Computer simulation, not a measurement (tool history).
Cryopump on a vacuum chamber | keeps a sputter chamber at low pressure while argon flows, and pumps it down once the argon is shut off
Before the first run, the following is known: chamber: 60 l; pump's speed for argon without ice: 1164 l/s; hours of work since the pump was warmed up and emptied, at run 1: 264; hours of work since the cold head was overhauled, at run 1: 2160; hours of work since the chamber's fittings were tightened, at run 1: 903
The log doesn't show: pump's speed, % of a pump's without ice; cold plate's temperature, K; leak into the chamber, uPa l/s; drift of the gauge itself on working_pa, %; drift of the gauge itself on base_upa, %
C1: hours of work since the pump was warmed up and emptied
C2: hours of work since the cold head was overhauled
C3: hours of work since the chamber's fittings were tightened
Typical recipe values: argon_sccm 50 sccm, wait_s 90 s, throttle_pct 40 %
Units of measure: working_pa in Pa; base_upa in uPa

{"run": 1, "day": 0.0, "argon_sccm": 50, "wait_s": 90, "throttle_pct": 40, "C1": 264, "C2": 2160, "C3": 903, "working_pa": 0.1891, "base_upa": 3.98}
{"run": 2, "day": 2.738, "argon_sccm": 50, "wait_s": 90, "throttle_pct": 40, "C1": 316, "C2": 2212, "C3": 955, "working_pa": 0.1893, "base_upa": 4.28}
{"run": 3, "day": 5.05, "argon_sccm": 50, "wait_s": 90, "throttle_pct": 40, "C1": 360, "C2": 2256, "C3": 999, "working_pa": 0.1898, "base_upa": 4.4}
{"day": 8.067, "done": "leaking fittings of the chamber tightened, without venting"}
{"run": 4, "day": 9.554, "argon_sccm": 50, "wait_s": 90, "throttle_pct": 40, "C1": 444, "C2": 2340, "C3": 28, "working_pa": 0.193, "base_upa": 1.66}
{"run": 5, "day": 12.433, "argon_sccm": 73, "wait_s": 90, "throttle_pct": 40, "C1": 499, "C2": 2395, "C3": 83, "working_pa": 0.285, "base_upa": 1.8}
{"run": 6, "day": 15.05, "argon_sccm": 73, "wait_s": 90, "throttle_pct": 40, "C1": 548, "C2": 2445, "C3": 133, "working_pa": 0.2875, "base_upa": 1.92}
{"run": 7, "day": 18.9, "argon_sccm": 73, "wait_s": 90, "throttle_pct": 40, "C1": 622, "C2": 2518, "C3": 206, "working_pa": 0.2899, "base_upa": 2.24}
{"run": 8, "day": 22.162, "argon_sccm": 73, "wait_s": 90, "throttle_pct": 40, "C1": 684, "C2": 2580, "C3": 268, "working_pa": 0.2909, "base_upa": 2.48}
{"run": 9, "day": 25.554, "argon_sccm": 73, "wait_s": 90, "throttle_pct": 40, "C1": 749, "C2": 2645, "C3": 333, "working_pa": 0.295, "base_upa": 2.73}
{"run": 10, "day": 29.912, "argon_sccm": 73, "wait_s": 90, "throttle_pct": 38, "C1": 832, "C2": 2728, "C3": 416, "working_pa": 0.3125, "base_upa": 3.01}
{"run": 11, "day": 33.325, "argon_sccm": 61, "wait_s": 111, "throttle_pct": 16, "C1": 897, "C2": 2793, "C3": 481, "working_pa": 0.5815, "base_upa": 3.04}
{"day": 33.738, "done": "pump warmed up, emptied and cooled again"}
{"run": 12, "day": 35.425, "argon_sccm": 66, "wait_s": 40, "throttle_pct": 41, "C1": 32, "C2": 2829, "C3": 517, "working_pa": 0.2379, "base_upa": 4.31}
{"run": 13, "day": 37.446, "argon_sccm": 66, "wait_s": 40, "throttle_pct": 41, "C1": 71, "C2": 2867, "C3": 555, "working_pa": 0.2391, "base_upa": 4.28}
{"run": 14, "day": 39.596, "argon_sccm": 66, "wait_s": 40, "throttle_pct": 41, "C1": 112, "C2": 2908, "C3": 596, "working_pa": 0.2412, "base_upa": 4.53}
{"run": 15, "day": 43.6, "argon_sccm": 59, "wait_s": 105, "throttle_pct": 40, "C1": 188, "C2": 2984, "C3": 673, "working_pa": 0.2211, "base_upa": 3.18}
{"run": 16, "day": 45.408, "argon_sccm": 26, "wait_s": 271, "throttle_pct": 37, "C1": 222, "C2": 3019, "C3": 707, "working_pa": 0.1058, "base_upa": 2.72}
{"run": 17, "day": 47.983, "argon_sccm": 55, "wait_s": 258, "throttle_pct": 37, "C1": 271, "C2": 3068, "C3": 756, "working_pa": 0.2236, "base_upa": 2.86}
{"run": 18, "day": 50.842, "argon_sccm": 27, "wait_s": 253, "throttle_pct": 37, "C1": 326, "C2": 3122, "C3": 811, "working_pa": 0.1104, "base_upa": 3.16}
{"run": 19, "day": 53.912, "argon_sccm": 28, "wait_s": 253, "throttle_pct": 47, "C1": 384, "C2": 3181, "C3": 869, "working_pa": 0.0921, "base_upa": 3.4}

Selected run-to-run steps in working_pa, each split into two signed amounts: the part the tool would show with no hidden state at all (from settings, incoming material and random variation), and the remainder, which goes to the hidden state together with any gauge scatter not common to the measured and the hidden-state-free results:
Run 11 -> 12: argon_sccm 61 -> 66, wait_s 111 -> 40, throttle_pct 16 -> 41, pump warmed up, emptied and cooled again. working_pa -0.3436 Pa: hidden state -0.0280, all else -0.3156.
